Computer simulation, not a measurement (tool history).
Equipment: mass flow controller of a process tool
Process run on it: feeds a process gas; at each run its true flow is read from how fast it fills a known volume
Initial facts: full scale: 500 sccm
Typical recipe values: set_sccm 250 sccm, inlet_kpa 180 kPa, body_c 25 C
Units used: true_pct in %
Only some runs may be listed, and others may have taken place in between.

run	day	set_sccm	inlet_kpa	body_c	true_pct
1	0.000	250	180	25	100.62
2	6.617	250	180	25	100.61
3	10.021	250	180	25	100.79
4	14.729	250	180	25	100.76
5	20.354	250	180	25	100.66
6	25.996	250	180	25	100.86
7	29.779	250	180	25	100.76
8	32.762	250	180	32	100.36
9	37.083	250	180	32	100.44
10	41.054	342	180	25	100.81
11	47.550	342	242	25	101.10
12	52.850	342	242	25	101.31
13	59.771	342	242	25	101.20
# day 65.879: controller's zero set anew
14	66.883	250	180	34	101.17
15	70.504	250	180	25	101.91
16	76.533	250	180	25	102.01
17	82.121	250	180	25	101.92
18	87.700	250	180	25	102.04
19	91.483	250	180	25	102.00
# day 94.912: controller's zero set anew, once more
20	95.654	250	180	25	99.88
21	100.892	250	279	25	100.13
22	104.775	250	279	25	100.17
23	110.333	250	279	25	100.26
24	115.533	250	279	25	100.39
25	120.525	90	153	40	98.57
26	124.204	90	153	40	98.48
27	130.975	124	159	24	99.63
28	137.608	124	159	24	99.71
29	144.117	124	159	24	99.74
30	147.979	52	165	25	100.12
31	151.008	177	254	25	100.40
32	155.138	177	251	35	99.54
33	158.558	417	192	25	100.72
34	162.658	417	192	25	100.62
35	168.388	417	192	25	100.73
36	173.329	267	209	25	100.35
37	179.254	267	209	25	100.48
38	185.317	267	209	25	100.45
39	190.012	267	209	25	100.46
40	194.188	54	277	38	100.88
41	200.304	345	203	28	100.51
42	203.512	60	173	38	100.42
43	208.833	250	180	22	100.69
44	214.696	250	180	22	100.74
45	219.800	86	207	20	101.25
46	226.317	388	180	34	100.19
47	231.017	471	203	38	100.34
48	236.146	173	151	38	99.64

How would selected steps in true_pct from run to run divide? Give the signed amount a tool lacking its hidden state would still show from settings, what came in and random variation, and the signed amount left for the hidden state, including any gauge scatter that is not in both of the compared results.
Hidden state at play: flow at rest that the sensor doesn't see, % of full scale; true flow over the shown one, %; drift of the gauge itself on true_pct, %.
Run 19 -> 20: controller's zero set anew, once more. true_pct -2.12 %: hidden state -2.28, all else +0.16.
Run 24 -> 25: set_sccm 250 -> 90, inlet_kpa 279 -> 153, body_c 25 -> 40. true_pct -1.82 %: hidden state +0.28, all else -2.10.
Run 32 -> 33: set_sccm 177 -> 417, inlet_kpa 251 -> 192, body_c 35 -> 25. true_pct +1.18 %: hidden state -0.21, all else +1.39.
Run 39 -> 40: set_sccm 267 -> 54, inlet_kpa 209 -> 277, body_c 25 -> 38. true_pct +0.42 %: hidden state +1.61, all else -1.19.
Run 40 -> 41: set_sccm 54 -> 345, inlet_kpa 277 -> 203, body_c 38 -> 28. true_pct -0.37 %: hidden state -1.64, all else +1.27.
